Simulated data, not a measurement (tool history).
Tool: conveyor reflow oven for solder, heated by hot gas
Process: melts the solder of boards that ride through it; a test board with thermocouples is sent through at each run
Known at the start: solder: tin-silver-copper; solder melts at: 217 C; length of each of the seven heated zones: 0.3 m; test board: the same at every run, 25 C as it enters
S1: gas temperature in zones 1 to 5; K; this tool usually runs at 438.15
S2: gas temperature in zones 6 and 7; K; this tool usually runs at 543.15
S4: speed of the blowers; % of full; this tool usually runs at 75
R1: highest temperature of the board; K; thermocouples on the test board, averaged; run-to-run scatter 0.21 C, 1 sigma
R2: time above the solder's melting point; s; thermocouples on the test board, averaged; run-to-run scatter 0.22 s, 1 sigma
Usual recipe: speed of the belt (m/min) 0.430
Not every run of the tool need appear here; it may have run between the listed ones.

{"run": 1, "day": 0.0, "S1": 438.15, "S2": 543.15, "speed of the belt (m/min)": 0.43, "S4": 75, "R1": 523.15, "R2": 57.2}
{"run": 2, "day": 1.8, "S1": 438.15, "S2": 543.15, "speed of the belt (m/min)": 0.43, "S4": 75, "R1": 522.95, "R2": 56.6}
{"run": 3, "day": 4.021, "S1": 438.15, "S2": 543.15, "speed of the belt (m/min)": 0.43, "S4": 75, "R1": 522.75, "R2": 56.2}
{"run": 4, "day": 5.208, "S1": 438.15, "S2": 543.15, "speed of the belt (m/min)": 0.43, "S4": 75, "R1": 522.75, "R2": 56.6}
{"day": 7.038, "done": "flux residue cleaned out of gas plates and filters"}
{"run": 5, "day": 7.121, "S1": 438.15, "S2": 543.15, "speed of the belt (m/min)": 0.43, "S4": 75, "R1": 525.15, "R2": 58.5}
{"run": 6, "day": 9.092, "S1": 438.15, "S2": 543.15, "speed of the belt (m/min)": 0.43, "S4": 75, "R1": 524.95, "R2": 58.8}
{"run": 7, "day": 10.308, "S1": 438.15, "S2": 543.15, "speed of the belt (m/min)": 0.43, "S4": 75, "R1": 524.95, "R2": 58.7}
{"run": 8, "day": 11.858, "S1": 438.15, "S2": 543.15, "speed of the belt (m/min)": 0.43, "S4": 75, "R1": 524.75, "R2": 58.2}
{"run": 9, "day": 13.592, "S1": 438.15, "S2": 543.15, "speed of the belt (m/min)": 0.464, "S4": 75, "R1": 521.65, "R2": 50.9}
{"run": 10, "day": 15.367, "S1": 439.15, "S2": 543.15, "speed of the belt (m/min)": 0.43, "S4": 75, "R1": 524.85, "R2": 58.7}
{"run": 11, "day": 17.492, "S1": 452.15, "S2": 543.15, "speed of the belt (m/min)": 0.43, "S4": 75, "R1": 527.15, "R2": 65.4}
{"run": 12, "day": 19.5, "S1": 438.15, "S2": 543.15, "speed of the belt (m/min)": 0.43, "S4": 75, "R1": 523.95, "R2": 57.7}
{"run": 13, "day": 21.7, "S1": 438.15, "S2": 543.15, "speed of the belt (m/min)": 0.43, "S4": 75, "R1": 523.95, "R2": 58.0}
{"run": 14, "day": 23.421, "S1": 438.15, "S2": 543.15, "speed of the belt (m/min)": 0.43, "S4": 75, "R1": 524.05, "R2": 57.7}
{"run": 15, "day": 25.608, "S1": 438.15, "S2": 543.15, "speed of the belt (m/min)": 0.43, "S4": 75, "R1": 523.95, "R2": 57.6}
{"run": 16, "day": 27.504, "S1": 427.15, "S2": 543.15, "speed of the belt (m/min)": 0.43, "S4": 52, "R1": 510.55, "R2": 36.8}
{"day": 28.175, "done": "flux residue cleaned out of gas plates and filters"}
{"run": 17, "day": 29.379, "S1": 436.15, "S2": 543.15, "speed of the belt (m/min)": 0.361, "S4": 75, "R1": 531.05, "R2": 76.2}
{"run": 18, "day": 31.054, "S1": 436.15, "S2": 543.15, "speed of the belt (m/min)": 0.433, "S4": 86, "R1": 528.25, "R2": 60.8}
{"run": 19, "day": 32.021, "S1": 436.15, "S2": 543.15, "speed of the belt (m/min)": 0.433, "S4": 86, "R1": 528.05, "R2": 60.7}
{"run": 20, "day": 33.725, "S1": 436.15, "S2": 543.15, "speed of the belt (m/min)": 0.433, "S4": 86, "R1": 527.95, "R2": 61.0}
{"run": 21, "day": 34.954, "S1": 438.15, "S2": 553.15, "speed of the belt (m/min)": 0.443, "S4": 75, "R1": 532.45, "R2": 61.9}
{"run": 22, "day": 36.271, "S1": 438.15, "S2": 553.15, "speed of the belt (m/min)": 0.443, "S4": 75, "R1": 532.55, "R2": 62.0}
{"run": 23, "day": 37.462, "S1": 424.15, "S2": 543.15, "speed of the belt (m/min)": 0.43, "S4": 60, "R1": 515.95, "R2": 43.5}
{"run": 24, "day": 39.617, "S1": 444.15, "S2": 543.15, "speed of the belt (m/min)": 0.47, "S4": 75, "R1": 522.35, "R2": 53.1}
{"run": 25, "day": 41.458, "S1": 444.15, "S2": 543.15, "speed of the belt (m/min)": 0.47, "S4": 75, "R1": 522.55, "R2": 52.9}
{"run": 26, "day": 43.508, "S1": 444.15, "S2": 543.15, "speed of the belt (m/min)": 0.47, "S4": 75, "R1": 522.25, "R2": 52.2}
{"run": 27, "day": 44.875, "S1": 438.15, "S2": 543.15, "speed of the belt (m/min)": 0.488, "S4": 75, "R1": 519.05, "R2": 45.6}
{"run": 28, "day": 45.871, "S1": 438.15, "S2": 543.15, "speed of the belt (m/min)": 0.488, "S4": 75, "R1": 519.25, "R2": 45.7}
{"run": 29, "day": 47.45, "S1": 438.15, "S2": 540.15, "speed of the belt (m/min)": 0.35, "S4": 65, "R1": 525.65, "R2": 74.0}

Run 30 has not been measured yet. What should we expect?
{"day": 49.312, "done": "flux residue cleaned out of gas plates and filters"}
{"run": 30, "day": 49.312, "S1": 441.15, "S2": 533.15, "speed of the belt (m/min)": 0.414, "S4": 62, "R1": "?", "R2": "?"}

R1: 515.25 K
R2: 51.5 s
Had the tool carried no hidden state, the very same run would have given R1 513.25 K, R2 48.6 s.
